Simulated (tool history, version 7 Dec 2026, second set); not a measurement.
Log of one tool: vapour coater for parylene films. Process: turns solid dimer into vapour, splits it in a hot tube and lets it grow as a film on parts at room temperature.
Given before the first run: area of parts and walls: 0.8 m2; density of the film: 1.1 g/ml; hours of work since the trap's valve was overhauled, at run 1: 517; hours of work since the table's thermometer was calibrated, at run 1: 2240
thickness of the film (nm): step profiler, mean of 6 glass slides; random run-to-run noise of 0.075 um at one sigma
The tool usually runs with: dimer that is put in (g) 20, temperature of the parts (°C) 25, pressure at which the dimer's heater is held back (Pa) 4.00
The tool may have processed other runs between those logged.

run    hour  dimer that is put in (g)  temperature of the parts (°C)  pressure at which the dimer's heater is held back (Pa)  hours of work since the trap's valve was overhauled  hours of work since the table's thermometer was calibrated  thickness of the film (nm)
  1     0.0                        20                             25                                                    4.00                                                  517                                                        2240                       12240
  2    52.2                        10                             25                                                    4.00                                                  557                                                        2280                        6050
      125.4  -- table's thermometer calibrated
  3   135.1                        20                             30                                                    4.00                                                  619                                                           7                       11270
      167.2  -- trap's valve overhauled
  4   214.6                        20                             30                                                    4.00                                                   36                                                          65                       11560
  5   256.2                        20                             30                                                    4.00                                                   68                                                          97                       11650
  6   339.6                        10                             30                                                    4.00                                                  132                                                         160                        5810
  7   376.9                        20                             25                                                    4.00                                                  160                                                         189                       12640
  8   429.1                        20                             25                                                    4.00                                                  200                                                         229                       12620
  9   470.3                        20                             25                                                    4.00                                                  231                                                         260                       12640
 10   549.6                        20                             25                                                    4.00                                                  292                                                         321                       12460
 11   620.9                        20                             34                                                    4.00                                                  346                                                         375                       10590
 12   666.9                        20                             34                                                    4.00                                                  381                                                         410                       10620
 13   744.0                        20                             25                                                    4.00                                                  440                                                         469                       12510
 14   811.5                        20                             25                                                    4.00                                                  492                                                         520                       12360
 15   881.6                        20                             25                                                    4.00                                                  545                                                         574                       12210
 16   945.5                        20                             25                                                    2.13                                                  594                                                         623                       14320
     1011.1  -- trap's valve overhauled
 17  1032.6                        35                             25                                                    4.00                                                   16                                                         686                       22370
 18  1113.9                        35                             25                                                    4.00                                                   78                                                         748                       22350
 19  1175.9                        20                             25                                                    4.00                                                  126                                                         795                       12620
 20  1240.6                        20                             25                                                    4.00                                                  175                                                         845                       12710
 21  1284.1                        20                             25                                                    4.00                                                  208                                                         878                       12620
 22  1329.4                        20                             25                                                    4.00                                                  243                                                         912                       12720
 23  1372.7                        32                             25                                                    4.00                                                  276                                                         946                       19890
 24  1428.1                        20                             33                                                    4.00                                                  318                                                         988                       10860
 25  1467.2                        26                             25                                                    4.00                                                  348                                                        1018                       16250
 26  1532.8                        27                             32                                                    4.00                                                  398                                                        1068                       14790
 27  1597.0                         9                             18                                                    6.17                                                  447                                                        1117                        5680
 28  1660.6                        20                             32                                                    6.78                                                  496                                                        1165                        9540
 29  1732.8                        13                             36                                                    5.33                                                  551                                                        1220                        6140
 30  1779.8                        13                             30                                                    2.88                                                  586                                                        1256                        7870

Run 31 comes next. What will it give?
     1852.7  -- trap's valve overhauled
 31  1852.7                        13                             23                                                    2.88                                                    0                                                        1309                           ?

{"run 31": {"thickness of the film (nm)": 9250}}
Without the tool's hidden state the same run would have given thickness of the film (nm) 9350.

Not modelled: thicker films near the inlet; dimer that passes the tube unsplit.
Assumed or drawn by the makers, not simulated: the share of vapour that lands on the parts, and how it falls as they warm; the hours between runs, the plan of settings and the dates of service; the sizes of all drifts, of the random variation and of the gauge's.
